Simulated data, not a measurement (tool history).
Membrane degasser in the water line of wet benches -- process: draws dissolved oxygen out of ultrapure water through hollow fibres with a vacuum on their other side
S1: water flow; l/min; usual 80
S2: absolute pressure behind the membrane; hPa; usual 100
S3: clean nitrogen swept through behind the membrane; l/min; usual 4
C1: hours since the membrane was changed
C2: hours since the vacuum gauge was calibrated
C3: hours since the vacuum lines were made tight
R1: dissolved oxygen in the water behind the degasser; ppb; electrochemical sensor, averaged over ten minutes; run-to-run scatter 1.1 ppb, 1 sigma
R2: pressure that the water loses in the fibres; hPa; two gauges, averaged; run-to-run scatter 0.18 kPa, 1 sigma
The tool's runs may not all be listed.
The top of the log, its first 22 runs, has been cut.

{"run": 23, "hour": 1400.6, "S1": 50, "S2": 194, "S3": 1.76, "C1": 2751, "C2": 6175, "C3": 10319, "R1": 886.7, "R2": 211.8}
{"run": 24, "hour": 1463.5, "S1": 50, "S2": 194, "S3": 1.76, "C1": 2814, "C2": 6238, "C3": 10382, "R1": 897.4, "R2": 212.3}
{"run": 25, "hour": 1518.2, "S1": 50, "S2": 194, "S3": 1.76, "C1": 2868, "C2": 6293, "C3": 10437, "R1": 888.4, "R2": 211.2}
{"run": 26, "hour": 1589.7, "S1": 80, "S2": 97, "S3": 8.65, "C1": 2940, "C2": 6364, "C3": 10508, "R1": 150.9, "R2": 337.7}
{"run": 27, "hour": 1668.6, "S1": 99, "S2": 115, "S3": 4.68, "C1": 3019, "C2": 6443, "C3": 10587, "R1": 402.5, "R2": 417.9}
{"run": 28, "hour": 1750.3, "S1": 61, "S2": 68, "S3": 4, "C1": 3101, "C2": 6525, "C3": 10669, "R1": 125.8, "R2": 254.3}
{"run": 29, "hour": 1820.6, "S1": 80, "S2": 81, "S3": 4, "C1": 3171, "C2": 6595, "C3": 10739, "R1": 224.9, "R2": 340}
{"run": 30, "hour": 1884.0, "S1": 80, "S2": 81, "S3": 4, "C1": 3234, "C2": 6659, "C3": 10803, "R1": 222.8, "R2": 337.9}
{"run": 31, "hour": 1970.1, "S1": 62, "S2": 100, "S3": 2.15, "C1": 3320, "C2": 6745, "C3": 10889, "R1": 402.8, "R2": 262.6}

Predict each of these 4 candidate next runs independently; none follows another, all start after run 31:
{"run": "A", "hour": 2009.2, "S1": 94, "S2": 111, "S3": 4, "C1": 3359, "C2": 6784, "C3": 10928, "R1": "?", "R2": "?"}
{"run": "B", "hour": 2009.2, "S1": 124, "S2": 247, "S3": 10.59, "C1": 3359, "C2": 6784, "C3": 10928, "R1": "?", "R2": "?"}
{"run": "C", "hour": 2009.2, "S1": 119, "S2": 78, "S3": 10.22, "C1": 3359, "C2": 6784, "C3": 10928, "R1": "?", "R2": "?"}
{"run": "D", "hour": 2009.2, "S1": 62, "S2": 197, "S3": 3.06, "C1": 3359, "C2": 6784, "C3": 10928, "R1": "?", "R2": "?"}

run=A R1=412 R2=395.1
run=B R1=632.3 R2=520.6
run=C R1=197.7 R2=502.6
run=D R1=688.4 R2=263.8
With the hidden condition removed and each run's random variation left untouched, the same runs would have given:
run=A R1=411.8 R2=395
run=B R1=632.1 R2=520.5
run=C R1=197.6 R2=502.5
run=D R1=688.2 R2=263.8
